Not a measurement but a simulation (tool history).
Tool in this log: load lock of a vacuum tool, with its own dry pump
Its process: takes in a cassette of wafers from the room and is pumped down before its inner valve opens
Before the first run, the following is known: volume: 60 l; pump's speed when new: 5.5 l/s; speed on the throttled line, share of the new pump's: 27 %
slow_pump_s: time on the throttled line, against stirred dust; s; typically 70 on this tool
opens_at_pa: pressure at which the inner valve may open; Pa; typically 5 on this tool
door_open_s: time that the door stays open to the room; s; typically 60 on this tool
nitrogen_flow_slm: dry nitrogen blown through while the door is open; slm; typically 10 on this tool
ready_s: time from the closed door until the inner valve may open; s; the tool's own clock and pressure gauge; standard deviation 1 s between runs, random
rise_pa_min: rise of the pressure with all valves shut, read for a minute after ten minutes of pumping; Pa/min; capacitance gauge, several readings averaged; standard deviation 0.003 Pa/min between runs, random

run,hour,slow_pump_s,opens_at_pa,door_open_s,nitrogen_flow_slm,"incoming humidity of the room's air, %",ready_s,rise_pa_min
1,0,70,5,60,10,44.7,161.7,0.08
2,248.4,70,5,61,10,45.1,160.4,0.088
3,377.1,102,5,61,10,43.6,184.9,0.085
4,596,102,5,61,10,45.3,184.5,0.092
5,802.6,102,5,61,10,44.4,186.3,0.101
6,1055,102,5,61,10,47.6,187.5,0.101
7,1251.1,102,5,61,10,44.5,186.1,0.104
8,1423.2,102,5,61,10,46.2,187.7,0.109
9,1615.3,102,5,61,34,44,186,0.096
10,1833.2,102,5,61,34,46.6,186.2,0.094
11,1972.6,102,5,61,34,43.8,186.6,0.093
12,2183.9,102,5,61,34,47.6,187.5,0.102
13,2414.3,102,5,61,34,43.2,189.9,0.104
14,2614.2,102,5,61,34,44.5,188.3,0.109
15,2832.3,102,5,61,34,46.2,188.8,0.116
16,3063.4,102,5,61,34,45.4,188.2,0.114
17,3237.4,70,7,190,6,44.3,162.5,0.153
18,3464.8,37,8,60,10,45.6,139.3,0.135
19,3666.7,37,8,60,10,41.4,138.5,0.131
20,3856,37,8,77,25,45.3,137.6,0.14
21,4068.4,37,8,77,25,43.3,138.1,0.14
22,4222.4,37,4,130,5,43.1,146.9,0.166
23,4349.9,61,7,64,41,45.3,159,0.133
24,4569.7,38,7,64,5,40.3,143.3,0.163

Run 25 is up next; what results do you expect?
25,4733.8,42,8,36,10,46.8,?,?

ready_s: 144.1 s
rise_pa_min: 0.152 Pa/min
With the hidden condition absent and the run-to-run variation left alone, this run would have shown ready_s 133.8 s, rise_pa_min 0.027 Pa/min.

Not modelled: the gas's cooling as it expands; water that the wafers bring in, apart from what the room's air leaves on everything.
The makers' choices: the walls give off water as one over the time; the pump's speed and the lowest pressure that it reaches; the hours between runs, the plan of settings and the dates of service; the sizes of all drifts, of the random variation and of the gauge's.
